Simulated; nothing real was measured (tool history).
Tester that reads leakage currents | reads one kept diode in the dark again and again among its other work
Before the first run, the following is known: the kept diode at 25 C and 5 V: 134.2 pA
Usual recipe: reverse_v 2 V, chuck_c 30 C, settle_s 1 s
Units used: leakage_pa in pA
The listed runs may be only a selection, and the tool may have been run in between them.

run,hour,reverse_v,chuck_c,settle_s,leakage_pa
1,0,2,30,1,159.57
2,32.5,2,30,1,158.42
3,52.6,2,30,0.44,159.5
4,78.1,2,30,1,159.42
5,107.2,2,30,1,158.78
6,121.9,13.96,30,1,311.87
7,150.3,13.96,30,1,312.29
8,170.8,2,59,1,1939.53
9,194.2,2,59,2.15,1941.59
10,229.3,2,59,2.15,1945.59
11,249.2,2,53,1,1199.77
12,272.7,2,53,1,1205.12
13,300.9,2,30,1,159.66
14,318.8,2,30,1,160.28
15,345.9,2,30,1,159.16
16,374.1,2,30,1,159.83
17,402.1,2,30,1,159.81
18,419.4,2,30,1,159.84
19,450.7,2,30,1,159.3
20,465.5,2,30,0.89,159.7
21,482.2,2.76,36,1.61,309.83
22,509,4.57,43,1.49,683.23
23,533.7,4.68,30,3.97,213.77
24,563.3,2,23,0.38,81.72
25,594.7,19.53,32,3.38,416.88
26,620.4,19.53,32,3.38,418.34
27,652.6,2,30,1.42,159.2

What will run 28 give?
28,680.7,1.99,24,1,?

{"run 28": {"leakage_pa": 90.04}}
Without the tool's hidden state the same run would have given leakage_pa 89.9 pA.

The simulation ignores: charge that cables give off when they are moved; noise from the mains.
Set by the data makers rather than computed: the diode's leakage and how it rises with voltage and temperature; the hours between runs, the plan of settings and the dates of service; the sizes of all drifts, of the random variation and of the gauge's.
